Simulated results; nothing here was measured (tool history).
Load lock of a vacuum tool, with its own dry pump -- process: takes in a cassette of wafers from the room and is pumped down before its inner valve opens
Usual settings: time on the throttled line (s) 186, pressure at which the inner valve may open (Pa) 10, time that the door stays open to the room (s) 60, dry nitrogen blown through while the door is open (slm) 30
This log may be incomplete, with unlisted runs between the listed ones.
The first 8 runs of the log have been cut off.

run    hour  time on the throttled line (s)  pressure at which the inner valve may open (Pa)  time that the door stays open to the room (s)  dry nitrogen blown through while the door is open (slm)  incoming humidity of the room's air, %  time from the closed door until the inner valve may open (s)  rise of the pressure with all valves shut (Pa/min)
  9  1594.9                             186                                               10                                             60                                                       12                                    46.8                                                         308.5                                               0.077
 10  1706.3                             314                                               10                                             60                                                       30                                    43.1                                                         418.8                                               0.076
 11  1856.5                             314                                               10                                             60                                                       30                                    45.1                                                         423.2                                               0.087
 12  1985.7                             314                                               14                                             60                                                       30                                    42.3                                                         421.1                                               0.090
 13  2207.8                             314                                               14                                             60                                                       30                                    44.3                                                         416.4                                               0.105
 14  2387.2                             186                                               10                                             60                                                       30                                    42.5                                                         309.7                                               0.113
 15  2545.7                             186                                               10                                             60                                                       30                                    47.0                                                         314.3                                               0.119
 16  2673.6                             186                                               10                                             60                                                       30                                    48.1                                                         312.1                                               0.132
 17  2777.9                             186                                               10                                             60                                                       30                                    46.0                                                         309.6                                               0.143
 18  3036.6                             186                                                8                                             60                                                        9                                    48.5                                                         316.7                                               0.169
 19  3272.8                             153                                               17                                             30                                                        9                                    46.3                                                         274.4                                               0.176
 20  3480.5                             186                                               10                                             41                                                       30                                    47.2                                                         315.4                                               0.188
 21  3734.5                             186                                               10                                             41                                                       30                                    45.5                                                         316.8                                               0.204
 22  3939.4                             186                                               10                                             41                                                       30                                    44.3                                                         313.2                                               0.221
 23  4119.3                             186                                               10                                             41                                                       30                                    46.6                                                         312.9                                               0.228
 24  4249.1                             186                                               10                                             41                                                       30                                    43.2                                                         316.5                                               0.244
 25  4470.3                             348                                               14                                             60                                                       30                                    47.3                                                         457.5                                               0.271
 26  4585.6                             348                                               14                                             33                                                       30                                    44.8                                                         453.1                                               0.278
 27  4808.6                             348                                               14                                             33                                                       30                                    45.5                                                         460.7                                               0.295
 28  5033.5                             186                                               10                                             95                                                       30                                    43.3                                                         317.2                                               0.327
     5119.1  -- door's seal changed, seat wiped
 29  5188.0                             250                                               10                                             31                                                        5                                    42.7                                                         373.6                                               0.024
 30  5345.4                             192                                                9                                            128                                                       22                                    44.8                                                         325.2                                               0.037

Each row is a separate what-if for the run after 30, all from the same tool condition, not one after another. Results?
  A  5568.3                             192                                               10                                            128                                                       42                                    46.1                                                             ?                                                   ?
  B  5568.3                             175                                               10                                             60                                                       32                                    44.6                                                             ?                                                   ?
  C  5568.3                             192                                               18                                            128                                                       35                                    42.3                                                             ?                                                   ?
  D  5568.3                             192                                               15                                            128                                                       22                                    47.0                                                             ?                                                   ?
  E  5568.3                             192                                               20                                            128                                                       31                                    44.1                                                             ?                                                   ?

run  time from the closed door until the inner valve may open (s)  rise of the pressure with all valves shut (Pa/min)
  A                                                         321.2                                               0.036
  B                                                         311.1                                               0.027
  C                                                         313.6                                               0.039
  D                                                         315.0                                               0.039
  E                                                         310.6                                               0.038
Had the tool no hidden state, the same runs would have come out as:
run  time from the closed door until the inner valve may open (s)  rise of the pressure with all valves shut (Pa/min)
  A                                                         309.2                                               0.025
  B                                                         298.5                                               0.016
  C                                                         302.5                                               0.028
  D                                                         303.4                                               0.028
  E                                                         299.6                                               0.027

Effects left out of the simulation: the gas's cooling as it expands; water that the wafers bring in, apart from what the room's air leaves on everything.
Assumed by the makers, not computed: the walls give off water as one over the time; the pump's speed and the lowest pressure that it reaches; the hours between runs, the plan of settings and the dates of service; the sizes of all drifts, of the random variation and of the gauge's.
